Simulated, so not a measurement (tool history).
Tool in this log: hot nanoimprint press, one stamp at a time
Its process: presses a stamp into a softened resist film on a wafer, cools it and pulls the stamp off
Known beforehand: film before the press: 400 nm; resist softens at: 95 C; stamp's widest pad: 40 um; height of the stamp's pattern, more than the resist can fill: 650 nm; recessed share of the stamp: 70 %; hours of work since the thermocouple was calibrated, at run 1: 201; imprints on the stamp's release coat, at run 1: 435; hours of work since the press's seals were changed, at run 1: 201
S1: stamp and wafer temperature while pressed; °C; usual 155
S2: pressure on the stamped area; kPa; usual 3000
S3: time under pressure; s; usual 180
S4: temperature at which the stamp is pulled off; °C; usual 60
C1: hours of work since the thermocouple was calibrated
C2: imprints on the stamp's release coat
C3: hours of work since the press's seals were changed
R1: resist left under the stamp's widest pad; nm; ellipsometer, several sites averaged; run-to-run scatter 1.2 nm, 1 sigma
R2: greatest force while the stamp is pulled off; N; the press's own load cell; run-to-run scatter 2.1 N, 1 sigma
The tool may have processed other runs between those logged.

run	day	S1	S2	S3	S4	C1	C2	C3	R1	R2
1	0.000	155	3000	180	60	201	435	201	214.1	99
2	3.242	155	3000	180	60	239	593	239	215.4	105
3	6.775	156	3000	180	60	281	765	281	209.7	107
4	8.975	155	3000	180	65	307	872	307	216.7	99
5	11.054	155	4010	180	60	331	973	331	185.7	109
# day 11.696: plate thermocouple calibrated
6	14.217	156	4010	180	60	30	1121	367	184.0	113
7	17.025	156	4010	180	60	63	1258	400	184.4	122
8	18.542	156	4010	180	60	81	1332	418	184.3	123
9	20.133	155	3000	180	60	99	1409	437	225.3	121
# day 21.025: stamp cleaned and given a new release coat
10	22.958	155	3000	180	60	130	94	467	223.2	98
11	25.683	155	3000	180	60	162	226	500	224.6	102
# day 27.167: plate thermocouple calibrated, once more
12	29.333	155	3000	180	60	26	398	541	208.3	99
13	31.242	155	3000	180	60	48	491	564	211.0	102
# day 32.475: press's hydraulic seals changed and the load cell set to zero
14	33.429	155	3000	180	60	70	581	11	208.1	100
15	36.025	155	3000	180	60	101	708	42	210.3	105
16	39.200	155	4690	285	64	138	862	79	139.5	97
17	41.754	166	2290	236	66	168	986	109	163.5	95
18	43.821	166	2290	236	66	193	1087	134	164.5	95
19	46.096	163	2580	102	60	219	1198	161	217.2	114
20	47.962	144	2120	102	67	241	1289	183	355.6	97
# day 51.396: stamp cleaned and given a new release coat
21	51.458	155	2110	180	47	280	3	221	254.0	125
22	54.942	149	2580	348	61	321	172	262	231.7	97
# day 56.458: plate thermocouple calibrated
23	58.383	149	2580	348	61	23	334	301	228.6	101
24	60.712	155	3000	180	47	50	447	329	211.5	127
25	62.475	162	3000	100	47	71	533	349	207.0	139
26	64.338	155	3000	291	61	93	624	371	186.3	95
27	66.783	147	2980	96	63	122	743	400	308.2	97
28	69.704	147	2980	96	63	156	885	435	310.8	92
29	72.621	158	4310	160	63	191	1027	469	166.6	106

Entry by entry between the runs, the difference in hidden state between the last listed run before and the first listed run after:
Runs 5 to 6: plate thermocouple calibrated (day 11.696)
  true temperature over the reading, C: -1.1 -> -1.83; pressure that arrives at the usual setting, %: 98.85 -> 98.72; grip of the stamp's worn release coat, % over a new coat's: 15 -> 17.4
  measured minus no-state result, R1: +8.1 -> +12.4 nm; R2: +16 -> +20 N
Runs 9 to 10: stamp cleaned and given a new release coat (day 21.025)
  true temperature over the reading, C: -2.03 -> -2.12; pressure that arrives at the usual setting, %: 98.44 -> 98.32; grip of the stamp's worn release coat, % over a new coat's: 22 -> 1.4
  measured minus no-state result, R1: +15.3 -> +15.8 nm; R2: +27 -> +6 N
Runs 11 to 12: plate thermocouple calibrated, once more (day 27.167)
  true temperature over the reading, C: -2.22 -> 0.12; pressure that arrives at the usual setting, %: 98.19 -> 98.03; grip of the stamp's worn release coat, % over a new coat's: 3.4 -> 6.1
  measured minus no-state result, R1: +16.7 -> +1.5 nm; R2: +8 -> +6 N
Runs 13 to 14: press's hydraulic seals changed and the load cell set to zero (day 32.475)
  true temperature over the reading, C: 0.05 -> -0.01; pressure that arrives at the usual setting, %: 97.94 -> 99.79; grip of the stamp's worn release coat, % over a new coat's: 7.5 -> 8.9
  measured minus no-state result, R1: +2.0 -> +0.3 nm; R2: +7 -> +8 N
Runs 20 to 21: stamp cleaned and given a new release coat (day 51.396)
  true temperature over the reading, C: -0.54 -> -0.66; pressure that arrives at the usual setting, %: 99.11 -> 98.97; grip of the stamp's worn release coat, % over a new coat's: 20.1 -> 0
  measured minus no-state result, R1: +3.0 -> +5.3 nm; R2: +18 -> +1 N
Runs 22 to 23: plate thermocouple calibrated (day 56.458)
  true temperature over the reading, C: -0.78 -> -0.12; pressure that arrives at the usual setting, %: 98.8 -> 98.65; grip of the stamp's worn release coat, % over a new coat's: 2.6 -> 5.1
  measured minus no-state result, R1: +6.9 -> +2.3 nm; R2: +4 -> +5 N

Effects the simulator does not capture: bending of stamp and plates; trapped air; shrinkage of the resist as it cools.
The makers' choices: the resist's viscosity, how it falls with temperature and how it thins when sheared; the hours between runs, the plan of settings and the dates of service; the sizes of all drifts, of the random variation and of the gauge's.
